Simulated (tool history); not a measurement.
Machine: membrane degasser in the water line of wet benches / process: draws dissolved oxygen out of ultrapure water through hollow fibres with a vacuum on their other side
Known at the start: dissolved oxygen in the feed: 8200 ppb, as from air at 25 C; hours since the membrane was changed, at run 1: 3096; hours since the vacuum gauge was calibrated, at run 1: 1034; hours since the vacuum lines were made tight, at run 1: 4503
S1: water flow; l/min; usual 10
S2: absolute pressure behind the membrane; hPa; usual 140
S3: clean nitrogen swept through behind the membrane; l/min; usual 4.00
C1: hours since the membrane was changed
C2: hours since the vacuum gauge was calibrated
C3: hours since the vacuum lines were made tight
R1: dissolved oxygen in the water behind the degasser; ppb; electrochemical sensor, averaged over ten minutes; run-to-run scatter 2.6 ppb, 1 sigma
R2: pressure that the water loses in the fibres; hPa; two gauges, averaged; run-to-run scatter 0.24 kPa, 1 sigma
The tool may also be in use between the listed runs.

Run 1, day 0.000: usual settings; C1 3096; C2 1034; C3 4503. Result: R1 265.5 ppb, R2 638.3 hPa.
Run 2, day 3.029: usual settings; C1 3168; C2 1106; C3 4576. Result: R1 262.7 ppb, R2 642.9 hPa.
Run 3, day 5.504: usual settings; C1 3228; C2 1166; C3 4635. Result: R1 257.3 ppb, R2 639.7 hPa.
Run 4, day 8.779: usual settings; C1 3306; C2 1244; C3 4714. Result: R1 265.2 ppb, R2 638.8 hPa.
Run 5, day 11.904: usual settings but S1 6 l/min; C1 3381; C2 1319; C3 4789. Result: R1 103.7 ppb, R2 383.1 hPa.
Run 6, day 14.779: usual settings but S1 6 l/min; C1 3450; C2 1388; C3 4858. Result: R1 102.5 ppb, R2 383.4 hPa.
Run 7, day 16.788: usual settings but S1 14 l/min, S3 5.26 l/min; C1 3499; C2 1437; C3 4906. Result: R1 421.9 ppb, R2 889.6 hPa.
Run 8, day 18.383: usual settings but S1 7 l/min, S2 278 hPa, S3 7.16 l/min; C1 3537; C2 1475; C3 4944. Result: R1 152.4 ppb, R2 449.4 hPa.
Run 9, day 20.004: usual settings but S2 88 hPa, S3 1.97 l/min; C1 3576; C2 1514; C3 4983. Result: R1 268.4 ppb, R2 634.5 hPa.
Run 10, day 23.350: usual settings but S2 192 hPa, S3 6.57 l/min; C1 3656; C2 1594; C3 5063. Result: R1 254.5 ppb, R2 632.6 hPa.

Predict each of these 4 candidate next runs independently; none follows another, all start after run 10:
Run A, day 25.117: usual settings but S1 13 l/min, S2 224 hPa, S3 7.00 l/min; C1 3698; C2 1636; C3 5106. Result: R1 ?, R2 ?.
Run B, day 25.117: usual settings but S3 1.72 l/min; C1 3698; C2 1636; C3 5106. Result: R1 ?, R2 ?.
Run C, day 25.117: usual settings but S3 4.03 l/min; C1 3698; C2 1636; C3 5106. Result: R1 ?, R2 ?.
Run D, day 25.117: usual settings but S2 165 hPa, S3 7.02 l/min; C1 3698; C2 1636; C3 5106. Result: R1 ?, R2 ?.

run     R1     R2
  A  402.2  820.9
  B  350.5  631.0
  C  265.7  636.0
  D  243.9  634.9
With the hidden condition removed and each run's random variation left untouched, the same runs would have given:
run     R1     R2
  A  401.4  828.5
  B  349.8  636.8
  C  265.1  641.9
  D  243.3  640.7
